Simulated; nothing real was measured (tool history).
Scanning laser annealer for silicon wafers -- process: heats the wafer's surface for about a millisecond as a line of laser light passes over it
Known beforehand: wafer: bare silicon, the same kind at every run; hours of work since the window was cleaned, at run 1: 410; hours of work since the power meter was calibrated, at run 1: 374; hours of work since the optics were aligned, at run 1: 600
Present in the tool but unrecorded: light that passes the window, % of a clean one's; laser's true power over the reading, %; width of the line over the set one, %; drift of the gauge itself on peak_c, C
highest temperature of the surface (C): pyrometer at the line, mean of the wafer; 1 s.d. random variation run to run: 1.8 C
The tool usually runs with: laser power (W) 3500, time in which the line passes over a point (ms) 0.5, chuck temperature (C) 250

run   hour  laser power (W)  time in which the line passes over a point (ms)  chuck temperature (C)  hours of work since the window was cleaned  hours of work since the power meter was calibrated  hours of work since the optics were aligned  highest temperature of the surface (C)
  1      0             3500                                              0.5                    250                                         410                                                 374                                          600                                     987
  2   13.6             3500                                              0.5                    250                                         417                                                 380                                          606                                     984
  3   28.5             3500                                              0.5                    250                                         424                                                 387                                          613                                     981
      50.1  -- window over the wafer cleaned
  4   57.7             3500                                              0.5                    250                                           4                                                 400                                          626                                    1013
  5   74.6             3500                                              0.5                    250                                          11                                                 408                                          634                                    1013
  6   96.4             3500                                              0.5                    250                                          21                                                 418                                          644                                    1011
  7  107.9             3500                                            0.473                    250                                          27                                                 423                                          649                                     986
  8    132             3500                                            0.473                    250                                          38                                                 434                                          660                                     985
  9  150.2             3500                                              0.5                    250                                          46                                                 442                                          669                                    1006
 10  177.8             3500                                              0.5                    250                                          59                                                 455                                          681                                    1007
 11  189.3             3500                                              0.5                    250                                          64                                                 461                                          687                                    1006
 12  217.6             3500                                              0.5                    250                                          78                                                 474                                          700                                    1006
 13  232.4             3680                                              0.5                    250                                          84                                                 481                                          707                                    1057
 14  255.9             3680                                              0.5                    250                                          95                                                 491                                          718                                    1058
 15  271.9             3680                                              0.5                    260                                         103                                                 499                                          725                                    1065
 16  286.8             3680                                              0.5                    260                                         110                                                 506                                          732                                    1064
 17  302.9             3680                                              0.5                    260                                         117                                                 513                                          739                                    1064
 18  321.2             3680                                              0.5                    260                                         125                                                 522                                          748                                    1065
 19    340             3680                                              0.5                    260                                         134                                                 530                                          756                                    1065
 20  362.2             3625                                            0.494                    244                                         144                                                 541                                          767                                    1025
 21  385.8             3073                                              0.5                    284                                         155                                                 551                                          778                                     914
 22  397.5             3117                                            0.398                    250                                         161                                                 557                                          783                                     809
 23  417.6             3117                                            0.398                    250                                         170                                                 566                                          792                                     813
 24  444.4             3117                                            0.398                    250                                         182                                                 579                                          805                                     814
 25  468.3             3500                                            0.368                    237                                         193                                                 590                                          816                                     863
 26  490.9             3500                                            0.368                    237                                         204                                                 600                                          826                                     862
 27  502.7             3353                                            0.368                    278                                         209                                                 606                                          832                                     865
 28  521.6             3177                                            0.484                    277                                         218                                                 614                                          840                                     916
     542.5  -- optics aligned, line set to its width
 29  549.2             3629                                             0.43                    247                                         229                                                 625                                            3                                     971
 30  576.6             3026                                             0.43                    261                                         241                                                 637                                           16                                     829
 31  603.7             3310                                              0.5                    250                                         254                                                 650                                           28                                     949
 32  625.7             3736                                              0.5                    250                                         264                                                 660                                           39                                    1066
 33  649.6             3736                                              0.5                    250                                         275                                                 671                                           50                                    1065
 34  662.6             3500                                            0.371                    242                                         281                                                 677                                           56                                     872

Below are 5 alternative next runs, each starting from the tool's condition after run 34. Predict each:
  A  685.5             2992                                            0.378                    219                                         292                                                 688                                           66                                       ?
  B  685.5             3418                                            0.476                    242                                         292                                                 688                                           66                                       ?
  C  685.5             3486                                              0.5                    250                                         292                                                 688                                           66                                       ?
  D  685.5             3500                                            0.444                    248                                         292                                                 688                                           66                                       ?
  E  685.5             3730                                            0.371                    255                                         292                                                 688                                           66                                       ?

run  highest temperature of the surface (C)
  A                                     739
  B                                     947
  C                                     995
  D                                     946
  E                                     941
With no hidden state in the tool, these same runs would have given:
run  highest temperature of the surface (C)
  A                                     756
  B                                     970
  C                                    1020
  D                                     970
  E                                     964
